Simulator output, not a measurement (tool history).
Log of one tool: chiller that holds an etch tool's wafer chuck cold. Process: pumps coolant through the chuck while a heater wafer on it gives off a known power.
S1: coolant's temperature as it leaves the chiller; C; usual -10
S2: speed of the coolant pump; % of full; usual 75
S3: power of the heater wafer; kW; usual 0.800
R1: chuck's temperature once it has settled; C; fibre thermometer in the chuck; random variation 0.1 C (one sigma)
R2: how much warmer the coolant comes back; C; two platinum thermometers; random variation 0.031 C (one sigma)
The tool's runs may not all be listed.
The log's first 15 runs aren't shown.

Run 16, day 19.529: usual settings but S1 -12 C. Result: R1 -3.3 C, R2 2.53 C.
Run 17, day 21.300: usual settings but S1 -12 C. Result: R1 -3.1 C, R2 2.53 C.
Run 18, day 22.512: usual settings but S1 -12 C. Result: R1 -3.1 C, R2 2.45 C.
Run 19, day 23.354: usual settings but S1 -12 C. Result: R1 -3.0 C, R2 2.47 C.
Run 20, day 24.396: usual settings but S1 -12 C. Result: R1 -3.2 C, R2 2.49 C.
Run 21, day 25.812: usual settings but S1 -12 C, S2 91 % of full, S3 1.180 kW. Result: R1 -0.9 C, R2 3.05 C.
Run 22, day 27.067: usual settings but S3 0.856 kW. Result: R1 -0.4 C, R2 2.65 C.
Run 23, day 28.858: usual settings but S3 0.856 kW. Result: R1 -0.6 C, R2 2.70 C.
Run 24, day 30.371: usual settings but S2 85 % of full, S3 0.549 kW. Result: R1 -4.5 C, R2 1.50 C.
Run 25, day 31.200: usual settings but S2 85 % of full, S3 0.549 kW. Result: R1 -4.6 C, R2 1.48 C.
Run 26, day 32.804: usual settings but S2 69 % of full. Result: R1 -0.5 C, R2 2.71 C.
Run 27, day 33.767: usual settings but S1 -3 C, S2 69 % of full. Result: R1 6.6 C, R2 2.65 C.
Run 28, day 35.208: usual settings but S1 -3 C, S2 69 % of full. Result: R1 6.5 C, R2 2.68 C.
Run 29, day 36.883: usual settings but S1 -3 C, S2 69 % of full. Result: R1 6.7 C, R2 2.71 C.
Run 30, day 37.971: usual settings but S1 -3 C, S2 69 % of full. Result: R1 6.8 C, R2 2.66 C.
Run 31, day 38.742: usual settings but S1 -3 C, S2 69 % of full. Result: R1 6.5 C, R2 2.75 C.

Forecast each of these 3 alternatives for the next run:
Run A, day 39.825: usual settings but S1 -9 C, S3 0.503 kW. Result: R1 ?, R2 ?.
Run B, day 39.825: usual settings but S3 0.972 kW. Result: R1 ?, R2 ?.
Run C, day 39.825: usual settings but S3 0.627 kW. Result: R1 ?, R2 ?.

run    R1    R2
  A  -3.2  1.63
  B   0.8  3.02
  C  -3.1  2.04
Without the tool's hidden state the same runs would have given:
run    R1    R2
  A  -3.2  1.63
  B   0.8  3.02
  C  -3.1  2.04

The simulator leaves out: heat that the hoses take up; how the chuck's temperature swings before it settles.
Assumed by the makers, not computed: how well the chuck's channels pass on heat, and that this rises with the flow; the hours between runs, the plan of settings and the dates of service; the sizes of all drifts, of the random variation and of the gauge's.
